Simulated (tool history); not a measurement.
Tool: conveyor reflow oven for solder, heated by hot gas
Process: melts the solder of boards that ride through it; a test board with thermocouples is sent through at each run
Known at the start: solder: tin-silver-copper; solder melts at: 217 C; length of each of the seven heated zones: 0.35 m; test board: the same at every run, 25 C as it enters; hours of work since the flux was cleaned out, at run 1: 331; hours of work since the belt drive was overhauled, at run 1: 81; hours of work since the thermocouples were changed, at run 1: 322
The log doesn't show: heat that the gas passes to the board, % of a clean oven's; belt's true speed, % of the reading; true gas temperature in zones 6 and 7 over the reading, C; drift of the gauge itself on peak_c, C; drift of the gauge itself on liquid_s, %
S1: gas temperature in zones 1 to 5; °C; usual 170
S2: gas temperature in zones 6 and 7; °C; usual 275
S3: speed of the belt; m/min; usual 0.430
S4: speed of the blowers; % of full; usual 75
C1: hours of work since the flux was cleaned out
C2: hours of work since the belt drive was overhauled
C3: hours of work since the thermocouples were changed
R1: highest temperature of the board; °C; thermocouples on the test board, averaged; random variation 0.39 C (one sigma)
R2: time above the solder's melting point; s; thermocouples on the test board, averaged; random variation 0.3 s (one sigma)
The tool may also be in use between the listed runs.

{"run": 1, "hour": 0.0, "S1": 170, "S2": 275, "S3": 0.43, "S4": 75, "C1": 331, "C2": 81, "C3": 322, "R1": 259.7, "R2": 78.4}
{"run": 2, "hour": 5.1, "S1": 170, "S2": 275, "S3": 0.43, "S4": 75, "C1": 335, "C2": 84, "C3": 325, "R1": 259.4, "R2": 78.7}
{"run": 3, "hour": 10.4, "S1": 170, "S2": 275, "S3": 0.43, "S4": 73, "C1": 338, "C2": 87, "C3": 328, "R1": 259.9, "R2": 77.3}
{"run": 4, "hour": 15.2, "S1": 170, "S2": 275, "S3": 0.43, "S4": 73, "C1": 341, "C2": 90, "C3": 331, "R1": 259.7, "R2": 77.9}
{"run": 5, "hour": 22.9, "S1": 170, "S2": 266, "S3": 0.43, "S4": 75, "C1": 346, "C2": 95, "C3": 336, "R1": 252.2, "R2": 71.7}
{"run": 6, "hour": 30.2, "S1": 172, "S2": 275, "S3": 0.43, "S4": 75, "C1": 350, "C2": 99, "C3": 341, "R1": 260.2, "R2": 78.9}
{"run": 7, "hour": 37.7, "S1": 172, "S2": 275, "S3": 0.43, "S4": 75, "C1": 355, "C2": 104, "C3": 345, "R1": 260.7, "R2": 79.2}
{"run": 8, "hour": 44.0, "S1": 172, "S2": 275, "S3": 0.43, "S4": 75, "C1": 359, "C2": 108, "C3": 349, "R1": 261.0, "R2": 78.7}
{"run": 9, "hour": 51.6, "S1": 172, "S2": 275, "S3": 0.43, "S4": 75, "C1": 363, "C2": 113, "C3": 354, "R1": 260.4, "R2": 79.0}
{"run": 10, "hour": 60.3, "S1": 172, "S2": 278, "S3": 0.43, "S4": 75, "C1": 369, "C2": 118, "C3": 359, "R1": 263.0, "R2": 80.9}
{"run": 11, "hour": 65.4, "S1": 156, "S2": 278, "S3": 0.43, "S4": 75, "C1": 372, "C2": 121, "C3": 362, "R1": 260.6, "R2": 72.7}
{"run": 12, "hour": 74.2, "S1": 156, "S2": 278, "S3": 0.43, "S4": 75, "C1": 378, "C2": 127, "C3": 368, "R1": 260.8, "R2": 73.4}
{"hour": 79.7, "done": "flux residue cleaned out of gas plates and filters"}
{"run": 13, "hour": 84.7, "S1": 170, "S2": 268, "S3": 0.43, "S4": 75, "C1": 3, "C2": 130, "C3": 371, "R1": 257.0, "R2": 77.2}
{"run": 14, "hour": 88.4, "S1": 170, "S2": 268, "S3": 0.43, "S4": 75, "C1": 5, "C2": 132, "C3": 374, "R1": 256.8, "R2": 76.8}
{"run": 15, "hour": 94.7, "S1": 170, "S2": 268, "S3": 0.43, "S4": 81, "C1": 9, "C2": 136, "C3": 377, "R1": 257.4, "R2": 77.6}
{"run": 16, "hour": 102.8, "S1": 162, "S2": 275, "S3": 0.459, "S4": 77, "C1": 14, "C2": 141, "C3": 383, "R1": 260.3, "R2": 71.2}
{"run": 17, "hour": 106.8, "S1": 161, "S2": 277, "S3": 0.441, "S4": 68, "C1": 17, "C2": 144, "C3": 385, "R1": 261.2, "R2": 73.6}
{"run": 18, "hour": 114.5, "S1": 159, "S2": 284, "S3": 0.482, "S4": 71, "C1": 22, "C2": 149, "C3": 390, "R1": 265.0, "R2": 68.7}
{"run": 19, "hour": 123.2, "S1": 159, "S2": 284, "S3": 0.482, "S4": 71, "C1": 27, "C2": 154, "C3": 395, "R1": 264.9, "R2": 68.5}
{"hour": 128.0, "done": "belt drive overhauled, speed set with a stopwatch"}
{"run": 20, "hour": 132.7, "S1": 170, "S2": 275, "S3": 0.448, "S4": 68, "C1": 30, "C2": 3, "C3": 399, "R1": 260.7, "R2": 74.3}
{"run": 21, "hour": 136.7, "S1": 170, "S2": 275, "S3": 0.486, "S4": 61, "C1": 33, "C2": 5, "C3": 401, "R1": 254.9, "R2": 64.3}
{"run": 22, "hour": 141.0, "S1": 172, "S2": 264, "S3": 0.486, "S4": 61, "C1": 36, "C2": 8, "C3": 404, "R1": 245.9, "R2": 57.7}
{"run": 23, "hour": 145.2, "S1": 160, "S2": 264, "S3": 0.486, "S4": 64, "C1": 38, "C2": 11, "C3": 406, "R1": 245.4, "R2": 51.7}
{"run": 24, "hour": 153.1, "S1": 160, "S2": 264, "S3": 0.465, "S4": 58, "C1": 43, "C2": 16, "C3": 411, "R1": 244.4, "R2": 53.8}
{"run": 25, "hour": 158.7, "S1": 160, "S2": 264, "S3": 0.465, "S4": 58, "C1": 47, "C2": 19, "C3": 415, "R1": 244.4, "R2": 53.8}
{"run": 26, "hour": 163.0, "S1": 170, "S2": 273, "S3": 0.506, "S4": 75, "C1": 49, "C2": 22, "C3": 417, "R1": 256.1, "R2": 63.7}
{"hour": 169.2, "done": "belt drive overhauled, speed set with a stopwatch, once more"}
{"run": 27, "hour": 173.5, "S1": 160, "S2": 272, "S3": 0.398, "S4": 89, "C1": 53, "C2": 3, "C3": 421, "R1": 264.3, "R2": 86.1}
{"run": 28, "hour": 182.0, "S1": 170, "S2": 275, "S3": 0.402, "S4": 75, "C1": 59, "C2": 8, "C3": 427, "R1": 265.3, "R2": 88.3}
{"run": 29, "hour": 189.1, "S1": 170, "S2": 275, "S3": 0.402, "S4": 75, "C1": 63, "C2": 12, "C3": 431, "R1": 265.5, "R2": 88.2}

Hidden state at the last listed run before each entry between runs and at the first one after, where it differs:
Between runs 12 and 13: flux residue cleaned out of gas plates and filters (hour 79.7)
  heat that the gas passes to the board, % of a clean oven's: 85.1 -> 99.2; true gas temperature in zones 6 and 7 over the reading, C: 1.42 -> 1.43
  measured less the result without the state, R1: -3.1 -> +1.2 °C; R2: -3.2 -> +0.9 s
Between runs 19 and 20: belt drive overhauled, speed set with a stopwatch (hour 128.0)
  heat that the gas passes to the board, % of a clean oven's: 98.3 -> 98.1; belt's true speed, % of the reading: 99.88 -> 99.85; true gas temperature in zones 6 and 7 over the reading, C: 1.51 -> 1.52
  measured less the result without the state, R1: +0.9 -> +1.0 °C; R2: +0.6 -> +0.7 s
Between runs 26 and 27: belt drive overhauled, speed set with a stopwatch, once more (hour 169.2)
  heat that the gas passes to the board, % of a clean oven's: 97.4 -> 97.2; belt's true speed, % of the reading: 99.83 -> 100.05; true gas temperature in zones 6 and 7 over the reading, C: 1.58 -> 1.59
  measured less the result without the state, R1: +0.7 -> +0.9 °C; R2: +0.5 -> +0.3 s
